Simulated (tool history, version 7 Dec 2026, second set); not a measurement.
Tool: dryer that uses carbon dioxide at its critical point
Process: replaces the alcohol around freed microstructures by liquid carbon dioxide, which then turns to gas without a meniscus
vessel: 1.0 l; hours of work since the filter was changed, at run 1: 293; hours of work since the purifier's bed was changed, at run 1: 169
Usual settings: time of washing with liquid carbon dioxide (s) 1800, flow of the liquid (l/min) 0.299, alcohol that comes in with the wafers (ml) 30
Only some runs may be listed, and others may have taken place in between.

| run | hour | time of washing with liquid carbon dioxide (s) | flow of the liquid (l/min) | alcohol that comes in with the wafers (ml) | hours of work since the filter was changed | hours of work since the purifier's bed was changed | alcohol left in the vessel before it's heated (ppm by volume) |
|---|---|---|---|---|---|---|---|
| 1 | 0.0 | 1800 | 0.299 | 30 | 293 | 169 | 98 |
|  | 14.8 | inlet filter changed |
| 2 | 38.1 | 1440 | 0.299 | 30 | 10 | 185 | 182 |
| 3 | 80.3 | 1440 | 0.299 | 30 | 28 | 203 | 181 |
| 4 | 107.6 | 1440 | 0.299 | 30 | 39 | 215 | 198 |
| 5 | 148.1 | 1440 | 0.299 | 30 | 57 | 232 | 194 |
| 6 | 169.8 | 1680 | 0.299 | 30 | 66 | 241 | 119 |
| 7 | 196.0 | 1680 | 0.299 | 30 | 77 | 252 | 118 |
| 8 | 216.8 | 1800 | 0.274 | 30 | 86 | 261 | 124 |
| 9 | 250.8 | 1800 | 0.321 | 30 | 100 | 275 | 88 |
| 10 | 272.9 | 1920 | 0.408 | 30 | 110 | 285 | 71 |
| 11 | 311.5 | 1800 | 0.466 | 46 | 126 | 301 | 84 |
| 12 | 335.3 | 2280 | 0.244 | 76 | 136 | 311 | 165 |
| 13 | 375.3 | 2280 | 0.506 | 82 | 153 | 328 | 81 |

Predict each of these 5 candidate next runs independently; none follows another, all start after run 13:
| A | 404.7 | 2280 | 0.225 | 82 | 166 | 341 | ? |
| B | 404.7 | 2280 | 0.220 | 82 | 166 | 341 | ? |
| C | 404.7 | 1740 | 0.259 | 37 | 166 | 341 | ? |
| D | 404.7 | 2640 | 0.281 | 21 | 166 | 341 | ? |
| E | 404.7 | 1800 | 0.453 | 22 | 166 | 341 | ? |

| run | alcohol left in the vessel before it's heated (ppm by volume) |
|---|---|
| A | 241 |
| B | 270 |
| C | 237 |
| D | 91 |
| E | 80 |
What these runs would have given with no unlogged condition in the tool:
| run | alcohol left in the vessel before it's heated (ppm by volume) |
|---|---|
| A | 120 |
| B | 143 |
| C | 122 |
| D | 15 |
| E | 0 |
